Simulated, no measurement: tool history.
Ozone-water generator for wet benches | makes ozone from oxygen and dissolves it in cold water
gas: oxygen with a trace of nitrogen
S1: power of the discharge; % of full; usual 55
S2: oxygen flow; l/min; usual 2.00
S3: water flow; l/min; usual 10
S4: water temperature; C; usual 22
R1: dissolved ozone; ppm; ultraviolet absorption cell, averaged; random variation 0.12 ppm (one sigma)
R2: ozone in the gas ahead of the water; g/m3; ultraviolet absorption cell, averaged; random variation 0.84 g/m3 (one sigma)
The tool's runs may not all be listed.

| run | hour | S1 | S2 | S3 | S4 | R1 | R2 |
|---|---|---|---|---|---|---|---|
| 1 | 0.0 | 55 | 2.00 | 10 | 22 | 10.4 | 131.5 |
| 2 | 43.4 | 55 | 2.00 | 10 | 22 | 10.5 | 130.9 |
| 3 | 75.9 | 55 | 2.00 | 10 | 22 | 10.6 | 131.1 |
| 4 | 117.1 | 55 | 2.00 | 8 | 22 | 12.5 | 130.6 |
| 5 | 143.9 | 55 | 2.00 | 8 | 22 | 12.3 | 131.2 |
| 6 | 166.8 | 55 | 2.57 | 10 | 22 | 10.2 | 111.4 |
| 7 | 198.9 | 55 | 2.00 | 10 | 21 | 10.6 | 129.6 |
| 8 | 245.0 | 55 | 2.00 | 10 | 22 | 10.4 | 130.5 |
| 9 | 279.1 | 55 | 2.00 | 10 | 22 | 10.6 | 128.6 |
| 10 | 302.4 | 55 | 2.00 | 10 | 22 | 10.4 | 129.2 |
| 11 | 325.3 | 55 | 2.00 | 10 | 22 | 10.3 | 129.2 |
| 12 | 351.8 | 55 | 2.00 | 10 | 22 | 10.4 | 131.4 |
| 13 | 396.1 | 55 | 2.18 | 10 | 22 | 10.0 | 121.9 |
| 14 | 425.6 | 55 | 2.18 | 10 | 22 | 10.0 | 121.3 |
| 15 | 447.4 | 55 | 2.18 | 10 | 22 | 10.4 | 121.6 |
| 16 | 485.8 | 55 | 2.18 | 11 | 22 | 9.8 | 121.5 |
| 17 | 514.8 | 50 | 2.18 | 11 | 22 | 8.9 | 115.6 |
| 18 | 563.0 | 55 | 2.02 | 10 | 22 | 10.5 | 128.1 |
| 19 | 607.2 | 55 | 2.02 | 10 | 22 | 10.1 | 128.7 |
| 20 | 637.2 | 55 | 2.50 | 10 | 25 | 9.4 | 112.3 |
| 21 | 684.5 | 55 | 2.50 | 10 | 25 | 9.3 | 111.9 |
| 22 | 729.2 | 55 | 2.74 | 11 | 25 | 8.8 | 105.4 |
| 23 | 776.3 | 97 | 2.00 | 10 | 16 | 14.9 | 175.7 |
| 24 | 801.8 | 53 | 2.00 | 6 | 29 | 12.6 | 125.4 |
| 25 | 828.9 | 53 | 2.00 | 6 | 29 | 12.6 | 126.4 |
| 26 | 867.5 | 55 | 2.00 | 10 | 28 | 9.3 | 127.2 |
| 27 | 900.7 | 63 | 2.06 | 8 | 22 | 12.8 | 134.7 |
| 28 | 941.5 | 63 | 2.06 | 8 | 22 | 12.9 | 133.6 |

Measured less the same run without the tool's hidden state. The same run-to-run variation is in both; the gauge's scatter may not be:
The hidden state here: yield of the discharge, % of new electrodes'; contactor's efficiency, % of a clean one's; true water temperature over the reading, C; drift of the gauge itself on ozone_ppm, %; drift of the gauge itself on gas_g_m3, %.
| run | R1 | R2 |
|---|---|---|
| 1 | -0.5 | -4.9 |
| 2 | -0.6 | -5.1 |
| 3 | -0.6 | -5.2 |
| 4 | -0.7 | -5.4 |
| 5 | -0.8 | -5.4 |
| 6 | -0.6 | -4.8 |
| 7 | -0.6 | -5.7 |
| 8 | -0.7 | -5.8 |
| 9 | -0.7 | -5.9 |
| 10 | -0.7 | -6.0 |
| 11 | -0.8 | -6.2 |
| 12 | -0.7 | -6.3 |
| 13 | -0.8 | -6.0 |
| 14 | -0.7 | -6.2 |
| 15 | -0.7 | -6.2 |
| 16 | -0.7 | -6.4 |
| 17 | -0.7 | -5.7 |
| 18 | -0.8 | -7.0 |
| 19 | -0.9 | -7.3 |
| 20 | -0.8 | -6.3 |
| 21 | -0.9 | -6.6 |
| 22 | -0.8 | -6.3 |
| 23 | -1.8 | -15.2 |
| 24 | -1.1 | -7.5 |
| 25 | -1.2 | -7.8 |
| 26 | -0.9 | -8.3 |
| 27 | -1.4 | -9.6 |
| 28 | -1.3 | -9.7 |
